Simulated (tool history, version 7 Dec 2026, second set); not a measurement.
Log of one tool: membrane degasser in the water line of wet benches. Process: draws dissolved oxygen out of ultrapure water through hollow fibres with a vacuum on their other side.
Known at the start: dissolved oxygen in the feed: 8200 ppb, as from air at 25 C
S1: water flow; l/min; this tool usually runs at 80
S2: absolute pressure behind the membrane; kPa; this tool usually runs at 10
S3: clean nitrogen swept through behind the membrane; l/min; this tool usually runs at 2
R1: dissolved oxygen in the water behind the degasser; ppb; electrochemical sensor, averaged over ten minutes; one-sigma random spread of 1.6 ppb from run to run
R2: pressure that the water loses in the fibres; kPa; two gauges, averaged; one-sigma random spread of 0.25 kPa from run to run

run,hour,S1,S2,S3,R1,R2
1,0,80,10,2,519.1,65.13
2,255.8,80,10,2,519.6,65.49
3,409.3,80,10,2,517.9,65.38
4,596,80,10,2,518.4,65.1
5,870.6,80,10,2,520.9,65.38
6,1083.1,80,10,2,518.8,65.17
7,1266.5,80,10,2,513.7,65.35
8,1606.8,80,10,2,513.7,65.75
9,1943.3,80,10,2,516.1,65.74
10,2122.3,80,10,2,511,65.2
11,2443.3,80,10,2,514.8,65.56
12,2673.8,80,10,2,511.1,65.53
# hour 2765.5: seals of the vacuum lines changed
13,2927.7,80,10,2,510.5,65.48
14,3145.2,62,7,2.09,228.2,50.86
15,3336.3,84,11.2,1.17,895.4,68.49
16,3669.6,84,9.5,1.17,719.2,69.08
17,3953.1,94,10,2,572.8,76.94
# hour 3999.4: gauge calibrated
18,4104.7,58,23.4,4.04,624.2,47.33
19,4285.5,58,21.2,2,990.6,47.16
# hour 4309.8: vacuum gauge calibrated
20,4473.8,104,11.1,3.09,526,85.02
21,4768.1,80,6.5,1.31,355,65.26
22,5032.9,107,13.1,1.01,1396,87.39
23,5368.6,80,10,3.84,305.2,64.85
24,5724.1,80,10,3.84,303.5,65.55
25,6024.6,107,6,1.57,327.1,87.33

Forecast each of these 3 alternatives for the next run:
A,6224.9,115,12.5,2,?,?
B,6224.9,98,6,1.57,?,?
C,6224.9,107,6,1.83,?,?

run,R1,R2
A,902.4,94.13
B,306.2,80.34
C,295,87.43
With no hidden state in the tool, these same runs would have given:
run,R1,R2
A,916.8,94.04
B,311,80.26
C,299.5,87.35
